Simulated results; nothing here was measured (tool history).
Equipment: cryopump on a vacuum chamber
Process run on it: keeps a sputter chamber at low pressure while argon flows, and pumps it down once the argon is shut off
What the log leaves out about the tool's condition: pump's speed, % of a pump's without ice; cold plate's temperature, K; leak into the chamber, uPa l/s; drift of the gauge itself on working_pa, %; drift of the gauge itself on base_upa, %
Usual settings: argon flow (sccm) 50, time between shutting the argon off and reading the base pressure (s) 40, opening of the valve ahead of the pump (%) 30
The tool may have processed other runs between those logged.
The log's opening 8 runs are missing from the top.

run	hour	argon flow (sccm)	time between shutting the argon off and reading the base pressure (s)	opening of the valve ahead of the pump (%)	hours of work since the pump was warmed up and emptied	hours of work since the cold head was overhauled	hours of work since the chamber's fittings were tightened	pressure while argon flows (Pa)	pressure after the wait (uPa)
9	113.3	50	40	18	211	211	44	0.3213	2.4
10	132.5	50	40	59	226	226	59	0.1016	2.35
11	144	50	40	30	235	235	68	0.1945	2.49
12	165	50	40	30	252	252	85	0.1949	2.49
13	184.4	50	40	30	267	267	100	0.1946	2.41
14	199.3	50	40	30	279	279	112	0.1971	2.51
15	221	50	40	30	296	296	129	0.1966	2.48
16	237.4	50	40	30	308	308	141	0.196	2.46
17	257.9	50	40	30	325	325	158	0.1978	2.56
18	276.5	50	40	30	339	339	172	0.1991	2.52
19	296.4	39	66	56	355	355	188	0.0857	1.67
20	310.6	39	66	56	366	366	199	0.0848	1.72
21	319.9	39	66	56	373	373	206	0.0866	1.64
22	334.8	27	40	24	385	385	218	0.1334	2.57
23	351.6	27	40	24	398	398	231	0.1325	2.54
24	361	53	35	18	406	406	239	0.3417	2.89
25	383.1	53	35	18	423	423	256	0.3437	2.93
26	402.6	50	76	39	438	438	271	0.1567	1.54
# hour 413.6: pump warmed up, emptied and cooled again
27	422.7	34	62	49	7	450	283	0.0791	1.79
28	438.6	21	48	30	20	463	296	0.0806	2.14
29	448.8	24	62	30	28	471	304	0.0917	1.79
30	461	84	40	30	37	480	313	0.3181	2.48
31	470.7	84	40	30	45	488	321	0.3212	2.58
32	489.2	34	221	17	59	503	336	0.2272	0.76
33	502.7	26	40	30	70	513	346	0.0997	2.58

Predict each of these 5 candidate next runs independently; none follows another, all start after run 33:
A	516.9	35	275	22	81	524	357	?	?
B	516.9	26	40	20	81	524	357	?	?
C	516.9	26	228	30	81	524	357	?	?
D	516.9	93	89	23	81	524	357	?	?
E	516.9	26	131	30	81	524	357	?	?

run	pressure while argon flows (Pa)	pressure after the wait (uPa)
A	0.1827	0.74
B	0.1484	2.62
C	0.0992	0.75
D	0.4609	1.42
E	0.1009	1.09
Take away the tool's hidden state, keep each run's random variation, and the runs would have read:
run	pressure while argon flows (Pa)	pressure after the wait (uPa)
A	0.181	0.52
B	0.1471	2.4
C	0.0979	0.53
D	0.4563	1.2
E	0.0996	0.87
